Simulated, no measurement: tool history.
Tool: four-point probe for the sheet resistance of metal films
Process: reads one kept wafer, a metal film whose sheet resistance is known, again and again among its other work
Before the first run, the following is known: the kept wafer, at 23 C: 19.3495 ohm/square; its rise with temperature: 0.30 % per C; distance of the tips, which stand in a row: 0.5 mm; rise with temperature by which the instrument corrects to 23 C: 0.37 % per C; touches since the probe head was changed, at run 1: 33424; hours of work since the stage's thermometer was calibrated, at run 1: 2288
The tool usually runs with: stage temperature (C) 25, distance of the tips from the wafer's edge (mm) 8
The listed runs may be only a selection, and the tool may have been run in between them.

run    hour  stage temperature (C)  distance of the tips from the wafer's edge (mm)  touches since the probe head was changed  hours of work since the stage's thermometer was calibrated  sheet resistance as the instrument gives it (ohm/square)
  1     0.0                     25                                                8                                     33424                                                        2288                                                 19.351959
  2    99.9                     25                                                8                                     35746                                                        2354                                                 19.354965
  3   206.2                     25                                                8                                     38218                                                        2424                                                 19.352425
  4   291.8                     25                                                8                                     40208                                                        2480                                                 19.346922
  5   397.9                     25                                                8                                     42673                                                        2550                                                 19.358259
  6   460.1                     25                                                8                                     44121                                                        2591                                                 19.359807
  7   529.3                     25                                                8                                     45730                                                        2636                                                 19.365960
      536.7  -- stage's thermometer calibrated
  8   649.8                     25                                                8                                     48518                                                          74                                                 19.365883
  9   742.6                     25                                                8                                     50675                                                         135                                                 19.378258
 10   809.3                     25                                                8                                     52226                                                         179                                                 19.376345
      852.3  -- stage's thermometer calibrated, once more
 11   883.9                     25                                                8                                     53948                                                          21                                                 19.353293
 12   943.5                     25                                                8                                     55335                                                          60                                                 19.352671
 13  1000.7                     25                                                8                                     56665                                                          98                                                 19.355719
 14  1077.4                     25                                                8                                     58446                                                         148                                                 19.359482
 15  1199.7                     25                                                8                                     61290                                                         229                                                 19.361852
 16  1278.8                     29                                                8                                     63129                                                         281                                                 19.312683
 17  1367.7                     29                                                8                                     65195                                                         339                                                 19.317748
 18  1486.3                     25                                                8                                     67951                                                         417                                                 19.370192
 19  1611.2                     25                                               17                                     70855                                                         499                                                 19.336055
 20  1664.0                     25                                               17                                     72083                                                         534                                                 19.349258
 21  1758.2                     25                                                8                                     74274                                                         596                                                 19.383846
 22  1861.0                     25                                                8                                     76661                                                         663                                                 19.381207
 23  1942.8                     25                                                3                                     78564                                                         717                                                 19.624653
 24  2066.5                     26                                               19                                     81439                                                         799                                                 19.335194
 25  2156.9                     20                                               40                                     83540                                                         858                                                 19.424552
 26  2271.9                     28                                               45                                     86213                                                         934                                                 19.309626
 27  2331.5                     28                                                4                                     87600                                                         973                                                 19.473679
 28  2429.1                     28                                                4                                     89869                                                        1037                                                 19.481361
 29  2493.4                     20                                               26                                     91363                                                        1079                                                 19.426354
 30  2550.5                     24                                               65                                     92691                                                        1117                                                 19.372414
 31  2666.5                     30                                               16                                     95387                                                        1193                                                 19.301530
 32  2741.2                     29                                               38                                     97124                                                        1242                                                 19.312082
 33  2797.0                     20                                                5                                     98420                                                        1279                                                 19.540942
 34  2883.6                     29                                                6                                    100434                                                        1336                                                 19.393002
 35  2969.6                     19                                               13                                    102433                                                        1393                                                 19.468734
 36  3055.0                     25                                               23                                    104419                                                        1449                                                 19.375552
 37  3148.6                     25                                               21                                    106593                                                        1510                                                 19.385007
 38  3268.3                     25                                                4                                    109376                                                        1589                                                 19.538109
 39  3379.1                     25                                                4                                    111953                                                        1662                                                 19.544541
 40  3442.6                     25                                                4                                    113429                                                        1704                                                 19.550253
 41  3530.1                     19                                               10                                    115462                                                        1761                                                 19.496199
 42  3587.6                     25                                               72                                    116798                                                        1799                                                 19.390196
 43  3680.6                     25                                               72                                    118961                                                        1860                                                 19.387842
 44  3792.9                     34                                               15                                    121572                                                        1934                                                 19.292898

Below, each run's measurement less what the same run would have read without the hidden state. Both values contain the same run-to-run variation, but the gauge's scatter may not be the same in both:
Hidden conditions of the tool in this case: inner tips' distance over the nominal, %; tips' flats over new ones', %; wafer's true temperature over the reading, C; drift of the gauge itself on sheet_ohm, %.
run  sheet resistance as the instrument gives it (ohm/square)
  1                                                 -0.016508
  2                                                 -0.013934
  3                                                 -0.010779
  4                                                 -0.008499
  5                                                 -0.005541
  6                                                 -0.003597
  7                                                 -0.001716
  8                                                 +0.010001
  9                                                 +0.012408
 10                                                 +0.014200
 11                                                 -0.010269
 12                                                 -0.008741
 13                                                 -0.007198
 14                                                 -0.004902
 15                                                 -0.001541
 16                                                 +0.000686
 17                                                 +0.003069
 18                                                 +0.006374
 19                                                 +0.009742
 20                                                 +0.011372
 21                                                 +0.014044
 22                                                 +0.016939
 23                                                 +0.019483
 24                                                 +0.022800
 25                                                 +0.025611
 26                                                 +0.028424
 27                                                 +0.030217
 28                                                 +0.033146
 29                                                 +0.034810
 30                                                 +0.036204
 31                                                 +0.039119
 32                                                 +0.041254
 33                                                 +0.043663
 34                                                 +0.045451
 35                                                 +0.048287
 36                                                 +0.050373
 37                                                 +0.052868
 38                                                 +0.056759
 39                                                 +0.059635
 40                                                 +0.061645
 41                                                 +0.064407
 42                                                 +0.065405
 43                                                 +0.068074
 44                                                 +0.070226
